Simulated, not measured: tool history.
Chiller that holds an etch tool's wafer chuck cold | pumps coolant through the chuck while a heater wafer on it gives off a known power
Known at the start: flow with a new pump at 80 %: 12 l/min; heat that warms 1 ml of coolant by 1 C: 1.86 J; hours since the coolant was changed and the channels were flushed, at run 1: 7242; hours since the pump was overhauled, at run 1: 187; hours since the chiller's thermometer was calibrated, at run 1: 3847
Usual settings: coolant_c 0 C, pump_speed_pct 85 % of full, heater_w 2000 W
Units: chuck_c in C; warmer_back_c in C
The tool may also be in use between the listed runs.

run	hour	coolant_c	pump_speed_pct	heater_w	hours since the coolant was changed and the channels were flushed	hours since the pump was overhauled	hours since the chiller's thermometer was calibrated	chuck_c	warmer_back_c
1	0.0	0	85	2000	7242	187	3847	14.6	5.15
2	37.9	0	85	2000	7280	225	3884	14.5	5.09
3	78.7	0	85	2000	7321	266	3925	14.6	5.09
4	95.4	0	85	2000	7338	282	3942	14.5	5.12
5	117.4	0	85	2000	7360	304	3964	14.7	5.12
6	148.2	0	85	2000	7390	335	3995	14.7	5.12
# hour 163.6: coolant changed, channels flushed
7	186.6	0	85	2000	23	368	4027	14.6	5.23
8	206.6	-2	77	1300	43	388	4047	8.2	3.77
9	246.5	0	76	1300	83	427	4087	10.2	3.84
10	284.1	6	65	2000	120	465	4125	23.4	6.64
11	324.5	6	74	1141	161	505	4165	15.1	3.50

Hidden state or all else? Some run-to-run changes of warmer_back_c, split into what the settings, what came in and random variation would give without the hidden state, and what is left for the hidden state (with any gauge scatter that isn't in both results):
The hidden state here: heat passed by the chuck's channels, % of clean ones'; flow at a given pump speed, % of a new pump's; coolant's true temperature over the reading, C; drift of the gauge itself on chuck_c, C; drift of the gauge itself on warmer_back_c, C.
Run 1 -> 2: no setting changed, nothing entered. warmer_back_c -0.06 C: hidden state +0.03, all else -0.09.
Run 10 -> 11: pump_speed_pct 65 -> 74, heater_w 2000 -> 1141. warmer_back_c -3.14 C: hidden state +0.03, all else -3.17.
